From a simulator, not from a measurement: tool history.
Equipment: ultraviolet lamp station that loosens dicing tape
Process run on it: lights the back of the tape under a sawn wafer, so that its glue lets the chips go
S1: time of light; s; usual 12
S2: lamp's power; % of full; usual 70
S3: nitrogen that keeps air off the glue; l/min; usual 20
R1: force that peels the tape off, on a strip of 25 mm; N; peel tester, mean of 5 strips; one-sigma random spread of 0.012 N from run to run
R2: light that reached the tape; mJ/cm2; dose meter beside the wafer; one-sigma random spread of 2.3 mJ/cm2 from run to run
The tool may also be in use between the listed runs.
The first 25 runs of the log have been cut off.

run   hour  S1  S2  S3     R1   R2
 26  388.0  16  95  18  0.269  327
 27  396.9  16  84   8  0.579  293
 28  413.7  16  84   8  0.589  288
 29  435.0   7  95  14  1.230  142
 30  448.3   7  95  14  1.235  147
 31  457.9  12  94  18  0.455  242
 32  475.9  12  94  18  0.450  239
 33  494.2  10  84  21  0.690  176
 34  512.9  10  83   7  1.402  176
 35  521.7   6  64   9  2.632   81
 36  541.3   8  84  15  1.253  139
 37  562.6  19  84  15  0.317  333
 38  579.4  19  71  27  0.275  282
 39  595.9  12  88  20  0.492  218
 40  611.3  12  78   8  1.125  197
 41  624.8  13  89  18  0.447  238
 42  641.5  13  89  18  0.475  239

Each row is a separate what-if for the run after 42, all from the same tool condition, not one after another. Results?
  A  655.4  12  97  24   ?   ?
  B  655.4  13  77  18   ?   ?
  C  655.4  12  85  18   ?   ?
  D  655.4  11  89  27   ?   ?

run     R1   R2
  A  0.394  241
  B  0.562  206
  C  0.585  209
  D  0.469  203
Take away the tool's hidden state, keep each run's random variation, and the runs would have read:
run     R1   R2
  A  0.300  290
  B  0.404  249
  C  0.423  252
  D  0.344  244

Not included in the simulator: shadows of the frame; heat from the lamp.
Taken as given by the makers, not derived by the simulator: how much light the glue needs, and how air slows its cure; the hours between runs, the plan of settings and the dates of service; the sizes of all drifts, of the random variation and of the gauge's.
